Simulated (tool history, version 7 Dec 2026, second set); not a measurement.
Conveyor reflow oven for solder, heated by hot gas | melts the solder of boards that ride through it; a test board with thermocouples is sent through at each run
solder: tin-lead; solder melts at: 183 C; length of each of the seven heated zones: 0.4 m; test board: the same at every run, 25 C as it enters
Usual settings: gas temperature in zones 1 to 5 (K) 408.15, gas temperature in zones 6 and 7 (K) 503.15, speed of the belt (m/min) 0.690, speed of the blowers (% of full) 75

run	hour	gas temperature in zones 1 to 5 (K)	gas temperature in zones 6 and 7 (K)	speed of the belt (m/min)	speed of the blowers (% of full)	highest temperature of the board (K)	time above the solder's melting point (s)
1	0.0	408.15	503.15	0.690	75	489.85	52.5
2	42.7	408.15	503.15	0.690	75	489.95	51.9
3	84.2	408.15	503.15	0.690	75	489.75	52.4
4	109.4	408.15	503.15	0.690	75	489.95	52.0
5	139.9	408.15	503.15	0.690	75	489.65	51.9
6	188.3	408.15	503.15	0.690	75	489.75	51.6
# hour 197.5: belt drive overhauled, speed set with a stopwatch
7	245.2	408.15	503.15	0.690	75	489.55	51.0
8	298.7	408.15	503.15	0.690	75	488.85	50.7
9	323.5	408.15	503.15	0.690	75	488.75	50.7
10	363.5	408.15	503.15	0.690	75	488.85	50.4
11	393.4	408.15	503.15	0.690	75	488.85	50.6
12	441.4	408.15	503.15	0.690	75	488.65	50.3
13	490.0	408.15	503.15	0.690	75	488.65	50.2
# hour 515.3: flux residue cleaned out of gas plates and filters
14	539.7	408.15	503.15	0.690	51	482.75	44.3
15	567.0	417.15	503.15	0.690	59	487.75	51.9
16	621.1	397.15	503.15	0.595	59	488.35	55.5
17	657.6	403.15	497.15	0.595	59	484.55	53.3
18	692.7	403.15	497.15	0.595	59	483.85	53.1
19	723.9	403.15	497.15	0.595	59	484.05	53.1
20	763.9	403.15	514.15	0.595	75	503.85	68.3
21	804.1	411.15	514.15	0.595	58	500.15	67.9
22	839.9	398.15	503.15	0.690	62	484.35	43.4
23	896.7	412.15	512.15	0.589	75	502.95	71.5
24	951.7	408.15	517.15	0.596	66	503.45	69.2
25	985.3	420.15	505.15	0.596	71	495.85	69.3

Forecast each of these 5 alternatives for the next run:
A	1010.3	408.15	497.15	0.623	75	?	?
B	1010.3	411.15	503.15	0.690	75	?	?
C	1010.3	408.15	512.15	0.690	59	?	?
D	1010.3	402.15	497.15	0.596	53	?	?
E	1010.3	395.15	505.15	0.632	71	?	?

run	highest temperature of the board (K)	time above the solder's melting point (s)
A	486.85	55.7
B	490.05	52.9
C	491.45	51.9
D	481.15	48.5
E	490.55	53.4
Without the tool's hidden state the same runs would have given:
run	highest temperature of the board (K)	time above the solder's melting point (s)
A	487.35	56.3
B	490.75	53.5
C	492.25	52.3
D	481.45	48.9
E	491.45	54.2
